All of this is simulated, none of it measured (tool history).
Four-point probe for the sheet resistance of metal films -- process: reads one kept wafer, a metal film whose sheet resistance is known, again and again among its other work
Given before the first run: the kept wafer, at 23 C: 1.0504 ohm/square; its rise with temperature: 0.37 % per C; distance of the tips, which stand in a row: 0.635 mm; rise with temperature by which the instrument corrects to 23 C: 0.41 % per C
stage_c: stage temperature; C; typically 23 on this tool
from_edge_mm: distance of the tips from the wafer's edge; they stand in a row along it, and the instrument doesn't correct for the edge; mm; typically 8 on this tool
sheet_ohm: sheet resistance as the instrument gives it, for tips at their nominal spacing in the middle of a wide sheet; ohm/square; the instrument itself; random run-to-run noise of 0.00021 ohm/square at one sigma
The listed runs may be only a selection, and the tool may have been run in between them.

run,hour,stage_c,from_edge_mm,sheet_ohm
1,0.0,23,8,1.045897
2,40.7,23,8,1.046307
3,72.2,23,8,1.046024
4,116.8,23,8,1.045810
5,151.8,23,8,1.045745
6,192.4,23,8,1.045730
7,213.8,33,8,1.042036
8,240.6,23,6,1.048382
9,266.4,23,6,1.048278
10,303.0,23,6,1.047988
11,327.3,23,6,1.048245
12,358.5,23,6,1.048388
13,378.4,23,6,1.047915
14,421.5,23,6,1.047995
15,469.0,25,8,1.044340
16,515.4,24,8,1.044761
17,547.8,24,8,1.044743
# hour 579.0: stage's thermometer calibrated
18,586.6,24,8,1.047495
19,626.5,23,8,1.047599
20,661.0,23,8,1.048009
21,700.5,23,8,1.047344
22,720.7,25,8,1.046985
23,743.3,19,17,1.046134
24,779.4,19,8,1.048865
25,814.0,31,4,1.054514
26,860.7,23,70,1.043628
27,894.7,26,6,1.048876
28,922.4,23,8,1.047245
29,951.3,23,8,1.046642
30,990.5,35,17,1.039966
31,1025.0,35,17,1.039561
32,1045.5,35,5,1.048017
33,1089.2,20,4,1.058352
34,1124.2,28,8,1.044530
35,1154.7,27,8,1.045303
36,1174.8,19,8,1.048463
37,1217.4,29,13,1.041504
38,1241.5,20,4,1.057923
39,1277.1,20,4,1.057915
40,1321.9,29,9,1.043350
41,1345.6,29,9,1.043039
42,1372.4,19,5,1.053449
43,1419.3,32,19,1.039927
44,1459.6,25,3,1.065929

Below are 4 alternative next runs, each starting from the tool's condition after run 44. Predict each:
A,1499.4,20,69,?
B,1499.4,21,5,?
C,1499.4,33,11,?
D,1499.4,28,3,?

run,sheet_ohm
A,1.043750
B,1.052076
C,1.040295
D,1.065311
Without the tool's hidden state the same runs would have given:
run,sheet_ohm
A,1.051747
B,1.060130
C,1.048238
D,1.073442
